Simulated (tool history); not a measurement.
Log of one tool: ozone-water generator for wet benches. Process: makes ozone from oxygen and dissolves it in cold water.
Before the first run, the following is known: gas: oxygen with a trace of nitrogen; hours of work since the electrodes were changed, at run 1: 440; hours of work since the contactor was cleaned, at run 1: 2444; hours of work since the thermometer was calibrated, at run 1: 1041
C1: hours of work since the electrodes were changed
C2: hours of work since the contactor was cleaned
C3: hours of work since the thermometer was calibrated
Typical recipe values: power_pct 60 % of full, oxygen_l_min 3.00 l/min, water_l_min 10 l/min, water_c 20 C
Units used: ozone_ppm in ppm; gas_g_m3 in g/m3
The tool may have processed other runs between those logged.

{"run": 1, "hour": 0.0, "power_pct": 60, "oxygen_l_min": 3.0, "water_l_min": 10, "water_c": 20, "C1": 440, "C2": 2444, "C3": 1041, "ozone_ppm": 20.7, "gas_g_m3": 171.0}
{"run": 2, "hour": 135.6, "power_pct": 60, "oxygen_l_min": 5.09, "water_l_min": 10, "water_c": 20, "C1": 568, "C2": 2572, "C3": 1169, "ozone_ppm": 18.4, "gas_g_m3": 120.8}
{"run": 3, "hour": 244.5, "power_pct": 60, "oxygen_l_min": 5.09, "water_l_min": 10, "water_c": 20, "C1": 670, "C2": 2675, "C3": 1272, "ozone_ppm": 18.1, "gas_g_m3": 120.6}
{"run": 4, "hour": 338.1, "power_pct": 60, "oxygen_l_min": 5.09, "water_l_min": 10, "water_c": 20, "C1": 759, "C2": 2763, "C3": 1360, "ozone_ppm": 18.2, "gas_g_m3": 119.5}
{"run": 5, "hour": 470.4, "power_pct": 60, "oxygen_l_min": 5.09, "water_l_min": 10, "water_c": 20, "C1": 883, "C2": 2888, "C3": 1485, "ozone_ppm": 18.1, "gas_g_m3": 118.9}
{"run": 6, "hour": 601.3, "power_pct": 60, "oxygen_l_min": 5.09, "water_l_min": 10, "water_c": 20, "C1": 1007, "C2": 3011, "C3": 1608, "ozone_ppm": 18.2, "gas_g_m3": 119.4}
{"run": 7, "hour": 723.7, "power_pct": 60, "oxygen_l_min": 5.09, "water_l_min": 10, "water_c": 20, "C1": 1122, "C2": 3126, "C3": 1723, "ozone_ppm": 17.9, "gas_g_m3": 117.9}
{"run": 8, "hour": 859.7, "power_pct": 60, "oxygen_l_min": 5.09, "water_l_min": 10, "water_c": 20, "C1": 1250, "C2": 3255, "C3": 1852, "ozone_ppm": 18.0, "gas_g_m3": 117.6}
{"run": 9, "hour": 1007.0, "power_pct": 60, "oxygen_l_min": 5.09, "water_l_min": 10, "water_c": 20, "C1": 1389, "C2": 3394, "C3": 1991, "ozone_ppm": 17.9, "gas_g_m3": 117.9}
{"run": 10, "hour": 1078.0, "power_pct": 60, "oxygen_l_min": 5.09, "water_l_min": 10, "water_c": 20, "C1": 1456, "C2": 3461, "C3": 2058, "ozone_ppm": 17.6, "gas_g_m3": 116.0}
{"run": 11, "hour": 1158.3, "power_pct": 60, "oxygen_l_min": 5.09, "water_l_min": 10, "water_c": 20, "C1": 1532, "C2": 3536, "C3": 2133, "ozone_ppm": 17.9, "gas_g_m3": 117.6}
{"run": 12, "hour": 1279.0, "power_pct": 60, "oxygen_l_min": 3.0, "water_l_min": 10, "water_c": 13, "C1": 1646, "C2": 3650, "C3": 2247, "ozone_ppm": 21.6, "gas_g_m3": 164.4}
{"run": 13, "hour": 1401.1, "power_pct": 60, "oxygen_l_min": 2.29, "water_l_min": 10, "water_c": 20, "C1": 1761, "C2": 3765, "C3": 2362, "ozone_ppm": 20.1, "gas_g_m3": 195.7}
{"run": 14, "hour": 1549.9, "power_pct": 50, "oxygen_l_min": 1.74, "water_l_min": 13, "water_c": 28, "C1": 1901, "C2": 3906, "C3": 2503, "ozone_ppm": 13.2, "gas_g_m3": 210.2}
{"run": 15, "hour": 1687.7, "power_pct": 75, "oxygen_l_min": 2.45, "water_l_min": 9, "water_c": 18, "C1": 2031, "C2": 4035, "C3": 2632, "ozone_ppm": 24.4, "gas_g_m3": 207.5}
{"run": 16, "hour": 1836.2, "power_pct": 49, "oxygen_l_min": 3.86, "water_l_min": 9, "water_c": 18, "C1": 2171, "C2": 4175, "C3": 2772, "ozone_ppm": 17.8, "gas_g_m3": 122.6}

5 ways to go on from here, each from the tool as it stands after run 16. What would each give?
{"run": "A", "hour": 1993.7, "power_pct": 81, "oxygen_l_min": 3.0, "water_l_min": 10, "water_c": 20, "C1": 2320, "C2": 4324, "C3": 2921, "ozone_ppm": "?", "gas_g_m3": "?"}
{"run": "B", "hour": 1993.7, "power_pct": 60, "oxygen_l_min": 1.91, "water_l_min": 16, "water_c": 20, "C1": 2320, "C2": 4324, "C3": 2921, "ozone_ppm": "?", "gas_g_m3": "?"}
{"run": "C", "hour": 1993.7, "power_pct": 75, "oxygen_l_min": 4.15, "water_l_min": 10, "water_c": 14, "C1": 2320, "C2": 4324, "C3": 2921, "ozone_ppm": "?", "gas_g_m3": "?"}
{"run": "D", "hour": 1993.7, "power_pct": 49, "oxygen_l_min": 3.86, "water_l_min": 8, "water_c": 19, "C1": 2320, "C2": 4324, "C3": 2921, "ozone_ppm": "?", "gas_g_m3": "?"}
{"run": "E", "hour": 1993.7, "power_pct": 91, "oxygen_l_min": 3.86, "water_l_min": 9, "water_c": 18, "C1": 2320, "C2": 4324, "C3": 2921, "ozone_ppm": "?", "gas_g_m3": "?"}

run=A ozone_ppm=21.9 gas_g_m3=183.7
run=B ozone_ppm=12.9 gas_g_m3=212.9
run=C ozone_ppm=21.8 gas_g_m3=144.0
run=D ozone_ppm=19.1 gas_g_m3=122.1
run=E ozone_ppm=24.7 gas_g_m3=166.8
With no hidden state in the tool, these same runs would have given:
run=A ozone_ppm=25.6 gas_g_m3=201.5
run=B ozone_ppm=15.0 gas_g_m3=230.4
run=C ozone_ppm=25.4 gas_g_m3=157.4
run=D ozone_ppm=21.7 gas_g_m3=130.9
run=E ozone_ppm=28.9 gas_g_m3=183.9

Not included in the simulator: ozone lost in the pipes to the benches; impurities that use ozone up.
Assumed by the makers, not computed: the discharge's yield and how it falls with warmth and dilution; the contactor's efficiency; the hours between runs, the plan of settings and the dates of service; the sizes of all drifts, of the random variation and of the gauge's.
